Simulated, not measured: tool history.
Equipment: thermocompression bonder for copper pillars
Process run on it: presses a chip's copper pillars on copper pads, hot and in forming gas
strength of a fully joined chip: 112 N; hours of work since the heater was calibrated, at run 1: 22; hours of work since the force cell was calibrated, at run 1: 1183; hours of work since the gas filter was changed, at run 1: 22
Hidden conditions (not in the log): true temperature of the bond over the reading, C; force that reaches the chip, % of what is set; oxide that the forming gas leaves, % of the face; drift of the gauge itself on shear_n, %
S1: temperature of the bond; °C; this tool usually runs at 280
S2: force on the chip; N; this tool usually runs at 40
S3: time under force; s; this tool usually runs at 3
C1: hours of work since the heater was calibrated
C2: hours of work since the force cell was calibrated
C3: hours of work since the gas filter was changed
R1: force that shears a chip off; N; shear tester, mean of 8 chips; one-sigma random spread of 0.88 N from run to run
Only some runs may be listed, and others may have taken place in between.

Run 1, hour 0: usual settings; C1 22; C2 1183; C3 22. Result: R1 78.2 N.
Run 2, hour 31.1: usual settings; C1 44; C2 1206; C3 44. Result: R1 77 N.
Run 3, hour 92.7: usual settings; C1 90; C2 1252; C3 90. Result: R1 75.4 N.
Run 4, hour 151.3: usual settings but S2 31 N; C1 133; C2 1295; C3 133. Result: R1 68.6 N.
Run 5, hour 191.6: usual settings but S1 281 °C; C1 163; C2 1325; C3 163. Result: R1 73.2 N.
At hour 201.7: forming gas filter changed.
Run 6, hour 226.7: usual settings but S1 281 °C; C1 188; C2 1350; C3 18. Result: R1 80.8 N.
Run 7, hour 296.9: usual settings but S1 281 °C; C1 240; C2 1402; C3 70. Result: R1 79 N.
Run 8, hour 365.2: usual settings but S1 281 °C; C1 290; C2 1452; C3 120. Result: R1 78.1 N.
At hour 409.6: force cell calibrated.
Run 9, hour 421: usual settings but S2 37 N; C1 330; C2 8; C3 160. Result: R1 70.2 N.
At hour 434.5: forming gas filter changed.
Run 10, hour 481.6: usual settings but S2 37 N; C1 374; C2 53; C3 35. Result: R1 76.6 N.
Run 11, hour 531: usual settings but S2 45 N, S3 2 s; C1 411; C2 89; C3 71. Result: R1 72.1 N.
Run 12, hour 585: usual settings but S2 45 N, S3 2 s; C1 450; C2 129; C3 111. Result: R1 71.8 N.

What if the next run were any one of these 3? Each begins from the tool's condition after run 12:
Run A, hour 641.9: usual settings but S3 2 s; C1 492; C2 171; C3 153. Result: R1 ?.
Run B, hour 641.9: usual settings but S2 38 N, S3 2 s; C1 492; C2 171; C3 153. Result: R1 ?.
Run C, hour 641.9: usual settings but S2 45 N; C1 492; C2 171; C3 153. Result: R1 ?.

run    R1
  A  67.6
  B  65.9
  C  78.4
Without the tool's unlogged condition, the same runs would have read:
run    R1
  A  70.1
  B  68.3
  C  81.9
